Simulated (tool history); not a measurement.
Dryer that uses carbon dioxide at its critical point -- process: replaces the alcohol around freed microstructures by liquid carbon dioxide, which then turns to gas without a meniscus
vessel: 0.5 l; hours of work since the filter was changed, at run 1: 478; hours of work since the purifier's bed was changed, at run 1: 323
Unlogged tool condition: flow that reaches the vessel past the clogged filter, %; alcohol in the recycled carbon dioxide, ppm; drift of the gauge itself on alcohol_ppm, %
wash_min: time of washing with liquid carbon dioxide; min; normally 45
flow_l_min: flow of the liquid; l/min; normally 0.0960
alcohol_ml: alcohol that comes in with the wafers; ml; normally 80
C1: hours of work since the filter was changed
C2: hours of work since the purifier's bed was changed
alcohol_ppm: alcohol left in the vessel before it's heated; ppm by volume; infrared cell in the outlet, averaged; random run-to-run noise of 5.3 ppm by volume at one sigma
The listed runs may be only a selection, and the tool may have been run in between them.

run 1 hour=0.0 | wash_min=45 flow_l_min=0.0960 alcohol_ml=80 | C1=478 C2=323 | alcohol_ppm=393
run 2 hour=16.3 | wash_min=45 flow_l_min=0.0960 alcohol_ml=80 | C1=484 C2=330 | alcohol_ppm=413
run 3 hour=33.6 | wash_min=45 flow_l_min=0.0960 alcohol_ml=80 | C1=492 C2=337 | alcohol_ppm=415
run 4 hour=48.2 | wash_min=45 flow_l_min=0.0960 alcohol_ml=80 | C1=498 C2=344 | alcohol_ppm=430
-- hour=58.9 inlet filter changed
run 5 hour=68.4 | wash_min=45 flow_l_min=0.0960 alcohol_ml=70 | C1=4 C2=352 | alcohol_ppm=201
run 6 hour=76.9 | wash_min=45 flow_l_min=0.0960 alcohol_ml=70 | C1=8 C2=355 | alcohol_ppm=205
run 7 hour=87.3 | wash_min=45 flow_l_min=0.0960 alcohol_ml=70 | C1=12 C2=360 | alcohol_ppm=204
run 8 hour=97.5 | wash_min=45 flow_l_min=0.0960 alcohol_ml=80 | C1=16 C2=364 | alcohol_ppm=220
run 9 hour=108.2 | wash_min=45 flow_l_min=0.0960 alcohol_ml=80 | C1=21 C2=369 | alcohol_ppm=229
run 10 hour=116.2 | wash_min=63 flow_l_min=0.0960 alcohol_ml=80 | C1=24 C2=372 | alcohol_ppm=101
run 11 hour=134.5 | wash_min=63 flow_l_min=0.0960 alcohol_ml=107 | C1=32 C2=380 | alcohol_ppm=123
run 12 hour=143.1 | wash_min=63 flow_l_min=0.0960 alcohol_ml=107 | C1=36 C2=383 | alcohol_ppm=110
run 13 hour=156.0 | wash_min=63 flow_l_min=0.0960 alcohol_ml=107 | C1=41 C2=389 | alcohol_ppm=106
run 14 hour=170.3 | wash_min=65 flow_l_min=0.0960 alcohol_ml=65 | C1=47 C2=395 | alcohol_ppm=104
run 15 hour=182.5 | wash_min=65 flow_l_min=0.0960 alcohol_ml=65 | C1=52 C2=400 | alcohol_ppm=115
run 16 hour=198.9 | wash_min=65 flow_l_min=0.1118 alcohol_ml=56 | C1=59 C2=407 | alcohol_ppm=101
run 17 hour=215.4 | wash_min=58 flow_l_min=0.1613 alcohol_ml=22 | C1=66 C2=414 | alcohol_ppm=100
run 18 hour=228.8 | wash_min=58 flow_l_min=0.1613 alcohol_ml=22 | C1=72 C2=420 | alcohol_ppm=104
run 19 hour=238.0 | wash_min=58 flow_l_min=0.1613 alcohol_ml=22 | C1=76 C2=424 | alcohol_ppm=109
run 20 hour=255.8 | wash_min=47 flow_l_min=0.0901 alcohol_ml=91 | C1=84 C2=431 | alcohol_ppm=312
run 21 hour=273.8 | wash_min=47 flow_l_min=0.0901 alcohol_ml=27 | C1=91 C2=439 | alcohol_ppm=176
run 22 hour=282.0 | wash_min=42 flow_l_min=0.0603 alcohol_ml=32 | C1=95 C2=442 | alcohol_ppm=1315
run 23 hour=289.9 | wash_min=40 flow_l_min=0.0756 alcohol_ml=63 | C1=98 C2=446 | alcohol_ppm=1142
run 24 hour=299.6 | wash_min=59 flow_l_min=0.1195 alcohol_ml=36 | C1=102 C2=450 | alcohol_ppm=121
run 25 hour=317.0 | wash_min=59 flow_l_min=0.1364 alcohol_ml=53 | C1=110 C2=457 | alcohol_ppm=121
run 26 hour=331.0 | wash_min=50 flow_l_min=0.0853 alcohol_ml=22 | C1=116 C2=463 | alcohol_ppm=170

Each row is a separate what-if for the run after 26, all from the same tool condition, not one after another. Results?
run A hour=347.7 | wash_min=45 flow_l_min=0.1128 alcohol_ml=80 | C1=123 C2=470 | alcohol_ppm=?
run B hour=347.7 | wash_min=36 flow_l_min=0.0853 alcohol_ml=21 | C1=123 C2=470 | alcohol_ppm=?
run C hour=347.7 | wash_min=30 flow_l_min=0.0615 alcohol_ml=116 | C1=123 C2=470 | alcohol_ppm=?
run D hour=347.7 | wash_min=45 flow_l_min=0.0960 alcohol_ml=81 | C1=123 C2=470 | alcohol_ppm=?
run E hour=347.7 | wash_min=36 flow_l_min=0.1022 alcohol_ml=31 | C1=123 C2=470 | alcohol_ppm=?

run=A alcohol_ppm=168
run=B alcohol_ppm=446
run=C alcohol_ppm=13560
run=D alcohol_ppm=282
run=E alcohol_ppm=279
Without the tool's hidden state the same runs would have given:
run=A alcohol_ppm=40
run=B alcohol_ppm=274
run=C alcohol_ppm=11961
run=D alcohol_ppm=127
run=E alcohol_ppm=130
